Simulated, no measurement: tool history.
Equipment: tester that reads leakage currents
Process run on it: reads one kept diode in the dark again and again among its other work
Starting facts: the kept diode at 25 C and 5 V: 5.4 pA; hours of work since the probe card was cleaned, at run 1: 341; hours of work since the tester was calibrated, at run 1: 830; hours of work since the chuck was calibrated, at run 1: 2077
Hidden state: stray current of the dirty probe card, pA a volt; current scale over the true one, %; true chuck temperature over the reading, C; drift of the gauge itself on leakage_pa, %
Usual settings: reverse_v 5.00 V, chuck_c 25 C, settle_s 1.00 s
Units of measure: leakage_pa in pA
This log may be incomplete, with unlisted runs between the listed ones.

run	hour	reverse_v	chuck_c	settle_s	hours of work since the probe card was cleaned	hours of work since the tester was calibrated	hours of work since the chuck was calibrated	leakage_pa
1	0.0	5.00	25	1.00	341	830	2077	6.05
2	32.0	5.00	25	1.00	362	850	2098	6.13
3	82.2	13.06	25	1.00	394	883	2130	8.98
4	132.3	13.06	25	1.00	427	915	2163	9.00
5	179.9	5.00	25	1.00	458	946	2194	6.12
6	230.0	5.00	25	1.00	490	978	2226	6.05
# hour 248.2: chuck's temperature calibrated
7	290.2	5.00	56	1.00	527	1016	27	45.45
8	330.2	5.00	56	1.00	553	1042	53	45.49
9	355.6	5.00	25	1.00	570	1058	69	6.16
10	397.3	5.00	25	2.74	597	1085	96	5.84
11	432.9	5.00	25	9.15	620	1108	119	5.56
12	459.8	12.52	25	1.00	637	1125	137	8.73
13	489.5	12.52	25	1.00	656	1144	156	8.78
14	524.8	4.27	25	1.00	679	1167	179	5.75
15	557.3	4.27	25	1.00	700	1188	199	5.79
16	592.8	4.27	25	1.00	723	1211	222	5.74
17	649.4	4.27	25	1.00	759	1248	259	5.78
18	700.1	4.27	25	1.00	792	1280	292	5.65
19	742.7	4.27	25	1.00	820	1308	319	5.77
20	788.6	5.00	25	5.82	849	1337	349	5.62
21	829.4	5.00	23	4.58	876	1364	375	4.81
22	876.5	2.15	23	3.86	906	1394	406	3.72
23	939.1	1.32	48	3.82	946	1435	446	18.06
24	999.7	1.39	48	1.28	985	1474	485	18.46
25	1053.7	1.39	48	1.28	1020	1509	520	18.47
26	1092.5	2.09	20	5.10	1045	1534	545	2.91
27	1144.4	5.00	49	0.65	1079	1567	578	29.60
28	1185.4	1.61	22	4.28	1105	1594	605	3.13
29	1237.1	2.43	52	5.32	1139	1627	638	27.91
30	1278.3	2.43	52	5.32	1165	1654	665	28.01
31	1339.6	2.43	52	5.32	1205	1693	704	28.03
32	1372.1	2.43	52	5.32	1226	1714	726	28.19
33	1415.1	18.12	50	5.32	1254	1742	753	46.23
34	1459.1	18.12	50	5.32	1282	1770	782	46.13
35	1509.5	5.00	47	7.77	1315	1803	814	25.50
36	1557.2	6.91	28	2.55	1345	1834	845	7.83
37	1593.4	1.62	60	1.70	1369	1857	868	40.78
38	1649.9	1.62	60	1.70	1405	1893	905	40.68
39	1709.4	15.86	47	1.00	1444	1932	943	38.05
40	1741.6	2.99	22	0.74	1464	1953	964	4.23

Below are 3 alternative next runs, each starting from the tool's condition after run 40. Predict each:
A	1802.5	2.79	25	1.00	1504	1992	1003	?
B	1802.5	5.00	42	4.31	1504	1992	1003	?
C	1802.5	14.04	25	1.00	1504	1992	1003	?

run	leakage_pa
A	4.87
B	18.38
C	9.39
With no hidden state in the tool, these same runs would have given:
run	leakage_pa
A	4.87
B	18.38
C	9.38
